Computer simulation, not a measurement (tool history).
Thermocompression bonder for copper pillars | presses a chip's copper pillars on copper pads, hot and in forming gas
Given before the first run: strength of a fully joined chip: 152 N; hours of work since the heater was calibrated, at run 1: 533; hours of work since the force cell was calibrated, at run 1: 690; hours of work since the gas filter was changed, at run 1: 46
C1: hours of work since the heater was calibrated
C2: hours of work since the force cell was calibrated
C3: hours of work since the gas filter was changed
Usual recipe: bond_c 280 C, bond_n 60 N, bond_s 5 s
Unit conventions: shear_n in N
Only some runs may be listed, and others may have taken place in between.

run 1 hour=0.0 | bond_c=280 bond_n=60 bond_s=5 | C1=533 C2=690 C3=46 | shear_n=96.3
run 2 hour=79.5 | bond_c=280 bond_n=60 bond_s=5 | C1=593 C2=750 C3=106 | shear_n=87.9
-- hour=89.5 forming gas filter changed
-- hour=106.8 heater calibrated with a thermocouple chip
run 3 hour=151.5 | bond_c=280 bond_n=60 bond_s=5 | C1=34 C2=803 C3=45 | shear_n=100.5
-- hour=239.6 forming gas filter changed
run 4 hour=252.2 | bond_c=291 bond_n=60 bond_s=5 | C1=110 C2=878 C3=10 | shear_n=111.1
run 5 hour=297.5 | bond_c=280 bond_n=60 bond_s=5 | C1=144 C2=913 C3=44 | shear_n=100.8
run 6 hour=380.9 | bond_c=280 bond_n=60 bond_s=5 | C1=207 C2=976 C3=107 | shear_n=91.9
-- hour=386.7 forming gas filter changed
run 7 hour=459.0 | bond_c=280 bond_n=60 bond_s=5 | C1=266 C2=1035 C3=55 | shear_n=98.8
-- hour=531.8 forming gas filter changed
run 8 hour=542.5 | bond_c=280 bond_n=60 bond_s=5 | C1=329 C2=1097 C3=8 | shear_n=102.9
run 9 hour=611.7 | bond_c=280 bond_n=60 bond_s=5 | C1=381 C2=1150 C3=60 | shear_n=95.9
-- hour=678.5 forming gas filter changed
run 10 hour=708.4 | bond_c=280 bond_n=60 bond_s=4 | C1=454 C2=1223 C3=23 | shear_n=94.4
run 11 hour=752.1 | bond_c=280 bond_n=60 bond_s=5 | C1=487 C2=1256 C3=56 | shear_n=95.3
-- hour=825.9 forming gas filter changed
run 12 hour=833.5 | bond_c=280 bond_n=89 bond_s=5 | C1=548 C2=1317 C3=6 | shear_n=114.5
run 13 hour=879.1 | bond_c=280 bond_n=89 bond_s=5 | C1=582 C2=1351 C3=40 | shear_n=107.9
-- hour=913.3 heater calibrated with a thermocouple chip
run 14 hour=935.3 | bond_c=280 bond_n=60 bond_s=5 | C1=17 C2=1392 C3=81 | shear_n=96.8
-- hour=975.1 forming gas filter changed
run 15 hour=991.3 | bond_c=280 bond_n=60 bond_s=5 | C1=59 C2=1434 C3=12 | shear_n=102.9
run 16 hour=1063.1 | bond_c=280 bond_n=60 bond_s=5 | C1=113 C2=1489 C3=67 | shear_n=96.7
run 17 hour=1108.4 | bond_c=280 bond_n=60 bond_s=5 | C1=147 C2=1523 C3=101 | shear_n=91.8
-- hour=1123.1 forming gas filter changed
run 18 hour=1179.3 | bond_c=301 bond_n=50 bond_s=10 | C1=201 C2=1576 C3=43 | shear_n=120.6
run 19 hour=1243.8 | bond_c=295 bond_n=60 bond_s=4 | C1=249 C2=1625 C3=91 | shear_n=98.1
-- hour=1271.5 forming gas filter changed
-- hour=1329.0 force cell calibrated
run 20 hour=1345.3 | bond_c=295 bond_n=60 bond_s=4 | C1=325 C2=12 C3=55 | shear_n=97.0
-- hour=1422.0 forming gas filter changed
run 21 hour=1445.2 | bond_c=280 bond_n=69 bond_s=13 | C1=400 C2=88 C3=18 | shear_n=127.1
run 22 hour=1518.1 | bond_c=279 bond_n=63 bond_s=7 | C1=455 C2=143 C3=73 | shear_n=101.7
-- hour=1571.3 forming gas filter changed
run 23 hour=1609.3 | bond_c=280 bond_n=40 bond_s=5 | C1=524 C2=211 C3=29 | shear_n=81.1
run 24 hour=1679.1 | bond_c=260 bond_n=41 bond_s=4 | C1=576 C2=264 C3=82 | shear_n=59.0
-- hour=1718.6 forming gas filter changed
-- hour=1729.8 heater calibrated with a thermocouple chip
run 25 hour=1729.8 | bond_c=263 bond_n=41 bond_s=4 | C1=0 C2=301 C3=7 | shear_n=72.7
run 26 hour=1829.1 | bond_c=263 bond_n=41 bond_s=4 | C1=75 C2=376 C3=82 | shear_n=66.8
-- hour=1865.1 forming gas filter changed
run 27 hour=1878.7 | bond_c=263 bond_n=41 bond_s=4 | C1=112 C2=413 C3=10 | shear_n=71.3
run 28 hour=1935.7 | bond_c=304 bond_n=43 bond_s=4 | C1=155 C2=456 C3=53 | shear_n=95.2
run 29 hour=1992.0 | bond_c=280 bond_n=39 bond_s=5 | C1=198 C2=499 C3=96 | shear_n=80.7
-- hour=2010.7 forming gas filter changed
run 30 hour=2067.2 | bond_c=280 bond_n=39 bond_s=5 | C1=255 C2=555 C3=43 | shear_n=81.2
run 31 hour=2136.0 | bond_c=280 bond_n=39 bond_s=5 | C1=307 C2=607 C3=95 | shear_n=78.6
-- hour=2157.0 forming gas filter changed
run 32 hour=2203.6 | bond_c=280 bond_n=49 bond_s=7 | C1=357 C2=658 C3=35 | shear_n=98.7
run 33 hour=2250.2 | bond_c=262 bond_n=60 bond_s=6 | C1=393 C2=693 C3=71 | shear_n=86.9

What differs in the tool's unlogged condition from the final listed run ahead of each entry between runs to the first listed run following it?
From run 2 to run 3: forming gas filter changed (hour 89.5); heater calibrated with a thermocouple chip (hour 106.8)
  true temperature of the bond over the reading, C: -10.2 -> -0.2; force that reaches the chip, % of what is set: 102.6 -> 102.7; oxide that the forming gas leaves, % of the face: 10.71 -> 5.18
  what was measured, less what the result would be without the hidden state, shear_n: -16.3 -> -4.1 N
From run 3 to run 4: forming gas filter changed (hour 239.6)
  true temperature of the bond over the reading, C: -0.2 -> -1.4; force that reaches the chip, % of what is set: 102.7 -> 102.9; oxide that the forming gas leaves, % of the face: 5.18 -> 1.5
  what was measured, less what the result would be without the hidden state, shear_n: -4.1 -> -1.0 N
From run 6 to run 7: forming gas filter changed (hour 386.7)
  true temperature of the bond over the reading, C: -3 -> -4; force that reaches the chip, % of what is set: 103.1 -> 103.3; oxide that the forming gas leaves, % of the face: 11.33 -> 5.42
  what was measured, less what the result would be without the hidden state, shear_n: -12.2 -> -6.6 N
From run 7 to run 8: forming gas filter changed (hour 531.8)
  true temperature of the bond over the reading, C: -4 -> -5; force that reaches the chip, % of what is set: 103.3 -> 103.4; oxide that the forming gas leaves, % of the face: 5.42 -> 1.28
  what was measured, less what the result would be without the hidden state, shear_n: -6.6 -> -3.1 N
From run 9 to run 10: forming gas filter changed (hour 678.5)
  true temperature of the bond over the reading, C: -5.8 -> -7; force that reaches the chip, % of what is set: 103.6 -> 103.7; oxide that the forming gas leaves, % of the face: 7.18 -> 2.88
  what was measured, less what the result would be without the hidden state, shear_n: -9.6 -> -5.9 N
From run 11 to run 12: forming gas filter changed (hour 825.9)
  true temperature of the bond over the reading, C: -7.5 -> -8.6; force that reaches the chip, % of what is set: 103.8 -> 103.9; oxide that the forming gas leaves, % of the face: 6.26 -> 1.09
  what was measured, less what the result would be without the hidden state, shear_n: -9.7 -> -4.9 N
From run 13 to run 14: heater calibrated with a thermocouple chip (hour 913.3)
  true temperature of the bond over the reading, C: -9.1 -> -1.3; force that reaches the chip, % of what is set: 104 -> 104.1; oxide that the forming gas leaves, % of the face: 4.76 -> 8.9
  what was measured, less what the result would be without the hidden state, shear_n: -9.3 -> -8.3 N
From run 14 to run 15: forming gas filter changed (hour 975.1)
  true temperature of the bond over the reading, C: -1.3 -> -2; force that reaches the chip, % of what is set: 104.1 -> 104.2; oxide that the forming gas leaves, % of the face: 8.9 -> 2.24
  what was measured, less what the result would be without the hidden state, shear_n: -8.3 -> -1.7 N
From run 17 to run 18: forming gas filter changed (hour 1123.1)
  true temperature of the bond over the reading, C: -3.5 -> -4.4; force that reaches the chip, % of what is set: 104.5 -> 104.6; oxide that the forming gas leaves, % of the face: 11.19 -> 4.93
  what was measured, less what the result would be without the hidden state, shear_n: -11.8 -> -6.5 N
From run 19 to run 20: forming gas filter changed (hour 1271.5); force cell calibrated (hour 1329.0)
  true temperature of the bond over the reading, C: -5.1 -> -6.4; force that reaches the chip, % of what is set: 104.7 -> 100.1; oxide that the forming gas leaves, % of the face: 10.66 -> 6.6
  what was measured, less what the result would be without the hidden state, shear_n: -12.8 -> -10.4 N
From run 20 to run 21: forming gas filter changed (hour 1422.0)
  true temperature of the bond over the reading, C: -6.4 -> -7.6; force that reaches the chip, % of what is set: 100.1 -> 100.3; oxide that the forming gas leaves, % of the face: 6.6 -> 2.51
  what was measured, less what the result would be without the hidden state, shear_n: -10.4 -> -6.4 N
From run 22 to run 23: forming gas filter changed (hour 1571.3)
  true temperature of the bond over the reading, C: -8.5 -> -9.7; force that reaches the chip, % of what is set: 100.4 -> 100.6; oxide that the forming gas leaves, % of the face: 7.54 -> 3.7
  what was measured, less what the result would be without the hidden state, shear_n: -13.3 -> -9.1 N
From run 24 to run 25: forming gas filter changed (hour 1718.6); heater calibrated with a thermocouple chip (hour 1729.8)
  true temperature of the bond over the reading, C: -10.6 -> 0.2; force that reaches the chip, % of what is set: 100.7 -> 100.8; oxide that the forming gas leaves, % of the face: 9.17 -> 1.37
  what was measured, less what the result would be without the hidden state, shear_n: -12.5 -> -0.2 N
From run 26 to run 27: forming gas filter changed (hour 1865.1)
  true temperature of the bond over the reading, C: -1 -> -1.6; force that reaches the chip, % of what is set: 101 -> 101.1; oxide that the forming gas leaves, % of the face: 9.67 -> 1.63
  what was measured, less what the result would be without the hidden state, shear_n: -7.2 -> -1.6 N
From run 29 to run 30: forming gas filter changed (hour 2010.7)
  true temperature of the bond over the reading, C: -3.1 -> -4.1; force that reaches the chip, % of what is set: 101.3 -> 101.4; oxide that the forming gas leaves, % of the face: 10.29 -> 5.17
  what was measured, less what the result would be without the hidden state, shear_n: -10.4 -> -6.4 N
From run 31 to run 32: forming gas filter changed (hour 2157.0)
  true temperature of the bond over the reading, C: -4.9 -> -5.7; force that reaches the chip, % of what is set: 101.5 -> 101.6; oxide that the forming gas leaves, % of the face: 10.68 -> 4.36
  what was measured, less what the result would be without the hidden state, shear_n: -11.8 -> -7.3 N
